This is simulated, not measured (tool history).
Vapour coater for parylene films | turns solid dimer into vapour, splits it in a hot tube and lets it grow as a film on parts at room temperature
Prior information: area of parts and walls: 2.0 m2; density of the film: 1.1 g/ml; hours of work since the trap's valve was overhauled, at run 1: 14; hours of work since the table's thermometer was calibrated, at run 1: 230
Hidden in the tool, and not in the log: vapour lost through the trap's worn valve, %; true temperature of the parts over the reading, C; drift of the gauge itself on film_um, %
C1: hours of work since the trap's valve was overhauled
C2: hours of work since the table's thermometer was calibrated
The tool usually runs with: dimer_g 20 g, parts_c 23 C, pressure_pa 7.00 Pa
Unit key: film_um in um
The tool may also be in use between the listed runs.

{"run": 1, "hour": 0.0, "dimer_g": 20, "parts_c": 23, "pressure_pa": 7.0, "C1": 14, "C2": 230, "film_um": 4.5}
{"run": 2, "hour": 12.6, "dimer_g": 20, "parts_c": 23, "pressure_pa": 7.0, "C1": 22, "C2": 238, "film_um": 4.49}
{"run": 3, "hour": 33.9, "dimer_g": 20, "parts_c": 22, "pressure_pa": 7.0, "C1": 35, "C2": 250, "film_um": 4.61}
{"run": 4, "hour": 48.6, "dimer_g": 20, "parts_c": 22, "pressure_pa": 7.0, "C1": 44, "C2": 259, "film_um": 4.62}
{"run": 5, "hour": 57.8, "dimer_g": 20, "parts_c": 22, "pressure_pa": 7.0, "C1": 49, "C2": 265, "film_um": 4.56}
{"run": 6, "hour": 78.0, "dimer_g": 20, "parts_c": 22, "pressure_pa": 7.0, "C1": 62, "C2": 277, "film_um": 4.63}
{"run": 7, "hour": 93.3, "dimer_g": 20, "parts_c": 22, "pressure_pa": 7.0, "C1": 71, "C2": 286, "film_um": 4.6}
{"run": 8, "hour": 114.6, "dimer_g": 20, "parts_c": 23, "pressure_pa": 7.0, "C1": 84, "C2": 299, "film_um": 4.48}
{"run": 9, "hour": 130.8, "dimer_g": 20, "parts_c": 23, "pressure_pa": 7.0, "C1": 94, "C2": 309, "film_um": 4.54}
{"run": 10, "hour": 143.3, "dimer_g": 20, "parts_c": 23, "pressure_pa": 7.0, "C1": 101, "C2": 317, "film_um": 4.51}
{"run": 11, "hour": 161.2, "dimer_g": 20, "parts_c": 23, "pressure_pa": 9.0, "C1": 112, "C2": 328, "film_um": 4.27}
{"run": 12, "hour": 181.4, "dimer_g": 20, "parts_c": 23, "pressure_pa": 9.0, "C1": 124, "C2": 340, "film_um": 4.38}
{"run": 13, "hour": 192.5, "dimer_g": 20, "parts_c": 23, "pressure_pa": 4.82, "C1": 131, "C2": 347, "film_um": 4.84}
{"run": 14, "hour": 209.0, "dimer_g": 20, "parts_c": 23, "pressure_pa": 4.82, "C1": 141, "C2": 357, "film_um": 4.76}
{"run": 15, "hour": 223.4, "dimer_g": 20, "parts_c": 23, "pressure_pa": 4.82, "C1": 150, "C2": 365, "film_um": 4.83}
{"run": 16, "hour": 244.6, "dimer_g": 11, "parts_c": 25, "pressure_pa": 3.48, "C1": 163, "C2": 378, "film_um": 2.68}
{"run": 17, "hour": 264.1, "dimer_g": 11, "parts_c": 25, "pressure_pa": 2.8, "C1": 174, "C2": 390, "film_um": 2.81}
{"run": 18, "hour": 282.9, "dimer_g": 20, "parts_c": 20, "pressure_pa": 7.0, "C1": 186, "C2": 401, "film_um": 4.68}
{"run": 19, "hour": 294.8, "dimer_g": 10, "parts_c": 20, "pressure_pa": 6.55, "C1": 193, "C2": 409, "film_um": 2.38}
{"run": 20, "hour": 306.1, "dimer_g": 13, "parts_c": 32, "pressure_pa": 6.55, "C1": 200, "C2": 415, "film_um": 2.5}
{"run": 21, "hour": 316.9, "dimer_g": 10, "parts_c": 24, "pressure_pa": 6.55, "C1": 206, "C2": 422, "film_um": 2.24}
{"run": 22, "hour": 337.0, "dimer_g": 9, "parts_c": 23, "pressure_pa": 6.55, "C1": 219, "C2": 434, "film_um": 2.02}
{"run": 23, "hour": 354.0, "dimer_g": 10, "parts_c": 23, "pressure_pa": 3.04, "C1": 229, "C2": 444, "film_um": 2.57}
{"run": 24, "hour": 365.2, "dimer_g": 10, "parts_c": 23, "pressure_pa": 3.04, "C1": 236, "C2": 451, "film_um": 2.6}
{"run": 25, "hour": 385.0, "dimer_g": 10, "parts_c": 23, "pressure_pa": 9.25, "C1": 248, "C2": 463, "film_um": 2.11}
{"run": 26, "hour": 402.4, "dimer_g": 14, "parts_c": 23, "pressure_pa": 9.25, "C1": 258, "C2": 474, "film_um": 2.93}
{"run": 27, "hour": 411.5, "dimer_g": 14, "parts_c": 23, "pressure_pa": 9.25, "C1": 264, "C2": 479, "film_um": 2.94}

Branching from run 27: 5 alternative next runs. What would each branch give?
{"run": "A", "hour": 420.7, "dimer_g": 29, "parts_c": 25, "pressure_pa": 4.77, "C1": 269, "C2": 485, "film_um": "?"}
{"run": "B", "hour": 420.7, "dimer_g": 20, "parts_c": 23, "pressure_pa": 6.54, "C1": 269, "C2": 485, "film_um": "?"}
{"run": "C", "hour": 420.7, "dimer_g": 14, "parts_c": 30, "pressure_pa": 9.25, "C1": 269, "C2": 485, "film_um": "?"}
{"run": "D", "hour": 420.7, "dimer_g": 33, "parts_c": 23, "pressure_pa": 10.96, "C1": 269, "C2": 485, "film_um": "?"}
{"run": "E", "hour": 420.7, "dimer_g": 14, "parts_c": 29, "pressure_pa": 9.25, "C1": 269, "C2": 485, "film_um": "?"}

run=A film_um=6.66
run=B film_um=4.51
run=C film_um=2.62
run=D film_um=6.73
run=E film_um=2.62
With no hidden state in the tool, these same runs would have given:
run=A film_um=6.79
run=B film_um=4.59
run=C film_um=2.67
run=D film_um=6.86
run=E film_um=2.67
